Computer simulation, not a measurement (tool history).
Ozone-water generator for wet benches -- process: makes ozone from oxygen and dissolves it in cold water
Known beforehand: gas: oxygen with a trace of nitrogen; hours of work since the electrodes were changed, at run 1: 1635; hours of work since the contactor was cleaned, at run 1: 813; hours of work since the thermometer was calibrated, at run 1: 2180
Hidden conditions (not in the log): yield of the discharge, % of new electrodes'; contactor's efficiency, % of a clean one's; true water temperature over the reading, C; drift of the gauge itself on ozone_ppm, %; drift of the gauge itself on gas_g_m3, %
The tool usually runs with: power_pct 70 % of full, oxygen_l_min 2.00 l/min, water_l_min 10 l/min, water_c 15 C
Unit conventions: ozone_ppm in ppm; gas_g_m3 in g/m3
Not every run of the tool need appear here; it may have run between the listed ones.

run,hour,power_pct,oxygen_l_min,water_l_min,water_c,hours of work since the electrodes were changed,hours of work since the contactor was cleaned,hours of work since the thermometer was calibrated,ozone_ppm,gas_g_m3
1,0.0,70,2.00,10,15,1635,813,2180,28.9,267.9
2,46.5,48,2.00,10,15,1667,845,2212,22.2,203.1
3,79.2,48,2.00,10,15,1690,868,2234,22.0,202.0
4,136.5,48,2.00,6,15,1730,907,2274,31.4,201.7
5,163.4,70,2.30,10,15,1748,926,2293,29.8,253.3
6,204.4,70,1.50,10,15,1777,954,2321,26.6,299.6
7,256.7,70,2.00,10,15,1813,990,2357,29.2,263.5
8,285.2,97,2.00,10,15,1832,1010,2377,36.6,338.7
9,329.3,97,2.00,10,15,1863,1041,2407,36.5,338.2
10,386.5,97,2.00,10,15,1902,1080,2447,36.5,337.4
11,445.1,70,2.30,10,15,1943,1121,2487,29.7,251.7
12,481.5,70,2.30,10,15,1968,1146,2513,29.6,251.0
13,514.1,70,2.00,8,15,1991,1169,2535,34.3,264.5
14,561.3,70,2.00,10,15,2023,1201,2568,28.9,264.0
15,613.6,70,2.00,10,15,2060,1237,2604,28.5,266.3
16,665.3,70,2.00,9,15,2095,1273,2640,31.0,265.8
17,700.5,54,1.39,13,8,2120,1298,2664,17.4,251.3
18,733.5,70,2.00,10,11,2143,1320,2687,30.3,267.1
19,777.4,72,1.02,10,22,2173,1351,2717,22.0,347.2
20,805.1,57,2.00,10,10,2192,1370,2737,26.2,227.9
21,847.1,96,1.19,10,10,2221,1399,2766,31.6,406.8
22,903.7,48,1.90,13,15,2260,1438,2805,16.8,204.3
23,931.5,48,1.90,13,15,2280,1457,2824,17.0,202.7
24,984.0,42,2.00,7,15,2316,1494,2860,26.0,180.5
25,1032.9,79,1.86,9,17,2350,1528,2894,32.2,296.2
26,1065.8,70,1.74,10,20,2372,1550,2917,26.0,275.6
27,1092.9,70,1.74,10,20,2391,1569,2936,25.6,276.9
28,1142.2,50,2.37,12,20,2425,1603,2970,19.0,192.6
29,1166.3,42,1.55,12,15,2442,1620,2986,15.2,196.8
30,1191.8,42,1.55,12,15,2460,1637,3004,15.4,198.9
31,1241.2,71,2.00,14,15,2494,1672,3038,21.4,265.8
32,1265.6,71,2.00,14,15,2511,1689,3055,21.3,265.8

4 options for the next run, each taken on its own from the tool as it stands now. Forecast them:
A,1292.6,70,2.00,15,15,2529,1707,3074,?,?
B,1292.6,43,2.33,10,15,2529,1707,3074,?,?
C,1292.6,67,1.33,14,15,2529,1707,3074,?,?
D,1292.6,70,2.00,11,15,2529,1707,3074,?,?

run,ozone_ppm,gas_g_m3
A,19.7,262.5
B,20.7,174.8
C,17.4,296.1
D,26.3,260.4
With no hidden state in the tool, these same runs would have given:
run,ozone_ppm,gas_g_m3
A,20.8,274.0
B,21.6,179.7
C,18.4,308.8
D,27.7,271.9
